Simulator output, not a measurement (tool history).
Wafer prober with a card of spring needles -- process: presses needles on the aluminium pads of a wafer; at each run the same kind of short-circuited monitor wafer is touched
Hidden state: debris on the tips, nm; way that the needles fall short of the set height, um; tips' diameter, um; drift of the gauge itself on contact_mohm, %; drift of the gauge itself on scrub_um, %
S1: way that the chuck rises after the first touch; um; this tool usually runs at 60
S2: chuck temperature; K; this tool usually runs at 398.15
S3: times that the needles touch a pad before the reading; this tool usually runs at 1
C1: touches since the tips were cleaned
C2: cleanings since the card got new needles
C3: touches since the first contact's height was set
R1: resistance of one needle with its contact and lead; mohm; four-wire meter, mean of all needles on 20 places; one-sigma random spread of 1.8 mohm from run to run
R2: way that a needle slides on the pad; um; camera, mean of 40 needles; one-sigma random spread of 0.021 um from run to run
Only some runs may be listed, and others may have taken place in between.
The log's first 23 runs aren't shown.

| run | hour | S1 | S2 | S3 | C1 | C2 | C3 | R1 | R2 |
|---|---|---|---|---|---|---|---|---|---|
| 24 | 486.7 | 49 | 332.15 | 2 | 6244 | 56 | 170467 | 184 | 10.13 |
|  | 493.1 | tips cleaned on abrasive film |
| 25 | 507.7 | 49 | 332.15 | 2 | 4896 | 57 | 177480 | 182 | 10.15 |
|  | 512.3 | height of the first contact set anew |
|  | 519.3 | tips cleaned on abrasive film |
| 26 | 524.2 | 77 | 330.15 | 2 | 1668 | 58 | 3977 | 176 | 15.93 |
|  | 544 | tips cleaned on abrasive film |
| 27 | 556.3 | 60 | 389.15 | 1 | 4139 | 59 | 14725 | 192 | 12.39 |
|  | 569.6 | tips cleaned on abrasive film |
| 28 | 569.9 | 80 | 310.15 | 1 | 92 | 60 | 19267 | 172 | 16.54 |
| 29 | 584.3 | 78 | 310.15 | 1 | 4951 | 60 | 24126 | 171 | 16.15 |
|  | 595.3 | tips cleaned on abrasive film |
| 30 | 601.3 | 52 | 391.15 | 1 | 2011 | 61 | 29786 | 193 | 10.7 |
|  | 620.7 | tips cleaned on abrasive film |
| 31 | 621.1 | 60 | 398.15 | 2 | 144 | 62 | 36431 | 196 | 12.37 |
| 32 | 641.4 | 51 | 316.15 | 2 | 6972 | 62 | 43259 | 179 | 10.53 |

Here are 4 independent what-if runs from the current tool condition. What would each one return?
|  | 646.4 | tips cleaned on abrasive film |
| A | 668.9 | 41 | 344.15 | 1 | 7574 | 63 | 52456 | ? | ? |
|  | 646.4 | tips cleaned on abrasive film |
| B | 668.9 | 62 | 333.15 | 1 | 7574 | 63 | 52456 | ? | ? |
|  | 646.4 | tips cleaned on abrasive film |
| C | 668.9 | 60 | 395.15 | 1 | 7574 | 63 | 52456 | ? | ? |
|  | 646.4 | tips cleaned on abrasive film |
| D | 668.9 | 44 | 344.15 | 1 | 7574 | 63 | 52456 | ? | ? |

| run | R1 | R2 |
|---|---|---|
| A | 193 | 8.47 |
| B | 181 | 12.77 |
| C | 190 | 12.37 |
| D | 189 | 9.07 |
The same runs, with their run-to-run variation unchanged, on a tool lacking any hidden condition would have given:
| run | R1 | R2 |
|---|---|---|
| A | 191 | 8.63 |
| B | 180 | 13 |
| C | 190 | 12.59 |
| D | 187 | 9.24 |
